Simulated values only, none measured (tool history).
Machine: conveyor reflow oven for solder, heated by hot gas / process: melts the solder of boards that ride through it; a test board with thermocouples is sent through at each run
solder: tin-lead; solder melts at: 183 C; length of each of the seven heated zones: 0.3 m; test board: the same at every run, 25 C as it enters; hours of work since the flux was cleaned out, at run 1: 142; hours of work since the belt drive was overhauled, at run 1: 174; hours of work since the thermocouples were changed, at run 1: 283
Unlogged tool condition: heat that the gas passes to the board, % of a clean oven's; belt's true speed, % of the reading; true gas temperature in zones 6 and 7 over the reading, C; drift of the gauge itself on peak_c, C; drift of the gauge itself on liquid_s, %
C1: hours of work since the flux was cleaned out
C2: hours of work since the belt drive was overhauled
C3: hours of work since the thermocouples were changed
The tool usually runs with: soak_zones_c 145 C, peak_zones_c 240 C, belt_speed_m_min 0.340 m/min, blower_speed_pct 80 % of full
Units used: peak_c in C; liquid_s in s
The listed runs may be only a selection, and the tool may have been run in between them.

{"run": 1, "day": 0.0, "soak_zones_c": 145, "peak_zones_c": 240, "belt_speed_m_min": 0.34, "blower_speed_pct": 80, "C1": 142, "C2": 174, "C3": 283, "peak_c": 227.0, "liquid_s": 92.4}
{"run": 2, "day": 0.471, "soak_zones_c": 148, "peak_zones_c": 240, "belt_speed_m_min": 0.34, "blower_speed_pct": 80, "C1": 147, "C2": 180, "C3": 289, "peak_c": 227.6, "liquid_s": 94.7}
{"run": 3, "day": 1.067, "soak_zones_c": 148, "peak_zones_c": 235, "belt_speed_m_min": 0.34, "blower_speed_pct": 80, "C1": 155, "C2": 187, "C3": 296, "peak_c": 223.7, "liquid_s": 90.8}
{"run": 4, "day": 1.483, "soak_zones_c": 148, "peak_zones_c": 235, "belt_speed_m_min": 0.34, "blower_speed_pct": 80, "C1": 160, "C2": 192, "C3": 301, "peak_c": 222.8, "liquid_s": 90.6}
{"run": 5, "day": 1.871, "soak_zones_c": 148, "peak_zones_c": 235, "belt_speed_m_min": 0.34, "blower_speed_pct": 58, "C1": 164, "C2": 197, "C3": 305, "peak_c": 217.9, "liquid_s": 85.4}
{"run": 6, "day": 2.346, "soak_zones_c": 145, "peak_zones_c": 240, "belt_speed_m_min": 0.34, "blower_speed_pct": 80, "C1": 170, "C2": 202, "C3": 311, "peak_c": 226.7, "liquid_s": 92.2}
{"run": 7, "day": 2.838, "soak_zones_c": 145, "peak_zones_c": 240, "belt_speed_m_min": 0.34, "blower_speed_pct": 80, "C1": 176, "C2": 208, "C3": 317, "peak_c": 226.6, "liquid_s": 90.9}
{"run": 8, "day": 3.392, "soak_zones_c": 145, "peak_zones_c": 240, "belt_speed_m_min": 0.34, "blower_speed_pct": 80, "C1": 182, "C2": 215, "C3": 323, "peak_c": 226.1, "liquid_s": 92.0}
{"run": 9, "day": 3.7, "soak_zones_c": 145, "peak_zones_c": 240, "belt_speed_m_min": 0.34, "blower_speed_pct": 80, "C1": 186, "C2": 219, "C3": 327, "peak_c": 226.7, "liquid_s": 92.4}
{"run": 10, "day": 4.121, "soak_zones_c": 145, "peak_zones_c": 240, "belt_speed_m_min": 0.304, "blower_speed_pct": 80, "C1": 191, "C2": 224, "C3": 332, "peak_c": 229.6, "liquid_s": 106.1}
{"run": 11, "day": 4.717, "soak_zones_c": 145, "peak_zones_c": 240, "belt_speed_m_min": 0.34, "blower_speed_pct": 80, "C1": 198, "C2": 231, "C3": 339, "peak_c": 226.1, "liquid_s": 92.1}
{"run": 12, "day": 5.017, "soak_zones_c": 145, "peak_zones_c": 240, "belt_speed_m_min": 0.34, "blower_speed_pct": 80, "C1": 202, "C2": 234, "C3": 343, "peak_c": 226.8, "liquid_s": 91.6}
{"run": 13, "day": 5.383, "soak_zones_c": 153, "peak_zones_c": 240, "belt_speed_m_min": 0.34, "blower_speed_pct": 80, "C1": 206, "C2": 239, "C3": 347, "peak_c": 228.0, "liquid_s": 97.3}
{"run": 14, "day": 5.65, "soak_zones_c": 153, "peak_zones_c": 240, "belt_speed_m_min": 0.34, "blower_speed_pct": 80, "C1": 209, "C2": 242, "C3": 350, "peak_c": 227.8, "liquid_s": 97.5}
{"run": 15, "day": 6.154, "soak_zones_c": 132, "peak_zones_c": 240, "belt_speed_m_min": 0.34, "blower_speed_pct": 80, "C1": 215, "C2": 248, "C3": 357, "peak_c": 224.5, "liquid_s": 84.4}
{"run": 16, "day": 6.75, "soak_zones_c": 132, "peak_zones_c": 240, "belt_speed_m_min": 0.271, "blower_speed_pct": 80, "C1": 222, "C2": 255, "C3": 364, "peak_c": 230.8, "liquid_s": 113.7}
{"run": 17, "day": 7.379, "soak_zones_c": 137, "peak_zones_c": 231, "belt_speed_m_min": 0.34, "blower_speed_pct": 80, "C1": 230, "C2": 262, "C3": 371, "peak_c": 217.6, "liquid_s": 80.0}
{"run": 18, "day": 7.767, "soak_zones_c": 150, "peak_zones_c": 244, "belt_speed_m_min": 0.346, "blower_speed_pct": 78, "C1": 235, "C2": 267, "C3": 376, "peak_c": 229.9, "liquid_s": 95.4}
{"run": 19, "day": 8.183, "soak_zones_c": 154, "peak_zones_c": 240, "belt_speed_m_min": 0.392, "blower_speed_pct": 80, "C1": 240, "C2": 272, "C3": 381, "peak_c": 223.6, "liquid_s": 81.5}
{"run": 20, "day": 8.75, "soak_zones_c": 154, "peak_zones_c": 240, "belt_speed_m_min": 0.392, "blower_speed_pct": 80, "C1": 246, "C2": 279, "C3": 388, "peak_c": 223.0, "liquid_s": 81.6}
{"run": 21, "day": 9.038, "soak_zones_c": 154, "peak_zones_c": 240, "belt_speed_m_min": 0.392, "blower_speed_pct": 80, "C1": 250, "C2": 282, "C3": 391, "peak_c": 223.9, "liquid_s": 81.3}
{"run": 22, "day": 9.408, "soak_zones_c": 140, "peak_zones_c": 240, "belt_speed_m_min": 0.392, "blower_speed_pct": 70, "C1": 254, "C2": 287, "C3": 395, "peak_c": 218.6, "liquid_s": 69.9}
{"run": 23, "day": 9.942, "soak_zones_c": 145, "peak_zones_c": 254, "belt_speed_m_min": 0.271, "blower_speed_pct": 80, "C1": 261, "C2": 293, "C3": 402, "peak_c": 245.6, "liquid_s": 129.4}
{"run": 24, "day": 10.229, "soak_zones_c": 145, "peak_zones_c": 254, "belt_speed_m_min": 0.271, "blower_speed_pct": 80, "C1": 264, "C2": 297, "C3": 405, "peak_c": 245.0, "liquid_s": 129.7}
{"run": 25, "day": 10.492, "soak_zones_c": 143, "peak_zones_c": 240, "belt_speed_m_min": 0.271, "blower_speed_pct": 80, "C1": 267, "C2": 300, "C3": 408, "peak_c": 231.6, "liquid_s": 119.7}
{"run": 26, "day": 11.092, "soak_zones_c": 145, "peak_zones_c": 240, "belt_speed_m_min": 0.329, "blower_speed_pct": 51, "C1": 274, "C2": 307, "C3": 416, "peak_c": 220.2, "liquid_s": 88.3}
{"run": 27, "day": 11.608, "soak_zones_c": 145, "peak_zones_c": 240, "belt_speed_m_min": 0.329, "blower_speed_pct": 51, "C1": 281, "C2": 313, "C3": 422, "peak_c": 220.0, "liquid_s": 88.1}
{"run": 28, "day": 11.908, "soak_zones_c": 133, "peak_zones_c": 254, "belt_speed_m_min": 0.319, "blower_speed_pct": 85, "C1": 284, "C2": 317, "C3": 425, "peak_c": 240.1, "liquid_s": 102.0}
{"run": 29, "day": 12.321, "soak_zones_c": 153, "peak_zones_c": 242, "belt_speed_m_min": 0.319, "blower_speed_pct": 85, "C1": 289, "C2": 322, "C3": 430, "peak_c": 231.1, "liquid_s": 106.3}
{"run": 30, "day": 12.742, "soak_zones_c": 130, "peak_zones_c": 242, "belt_speed_m_min": 0.378, "blower_speed_pct": 54, "C1": 294, "C2": 327, "C3": 435, "peak_c": 213.8, "liquid_s": 62.7}
{"run": 31, "day": 13.096, "soak_zones_c": 132, "peak_zones_c": 240, "belt_speed_m_min": 0.34, "blower_speed_pct": 80, "C1": 298, "C2": 331, "C3": 439, "peak_c": 224.1, "liquid_s": 83.5}

Hidden state or all else? Some run-to-run changes of peak_c, split into what the settings, what came in and random variation would give without the hidden state, and what is left for the hidden state (with any gauge scatter that isn't in both results):
Run 15 -> 16: belt_speed_m_min 0.340 -> 0.271. peak_c +6.3 C: hidden state +0.7, all else +5.6.
Run 22 -> 23: soak_zones_c 140 -> 145, peak_zones_c 240 -> 254, belt_speed_m_min 0.392 -> 0.271, blower_speed_pct 70 -> 80. peak_c +27.0 C: hidden state +1.0, all else +26.0.
Run 27 -> 28: soak_zones_c 145 -> 133, peak_zones_c 240 -> 254, belt_speed_m_min 0.329 -> 0.319, blower_speed_pct 51 -> 85. peak_c +20.1 C: hidden state -0.7, all else +20.8.
Run 29 -> 30: soak_zones_c 153 -> 130, belt_speed_m_min 0.319 -> 0.378, blower_speed_pct 85 -> 54. peak_c -17.3 C: hidden state -0.9, all else -16.4.
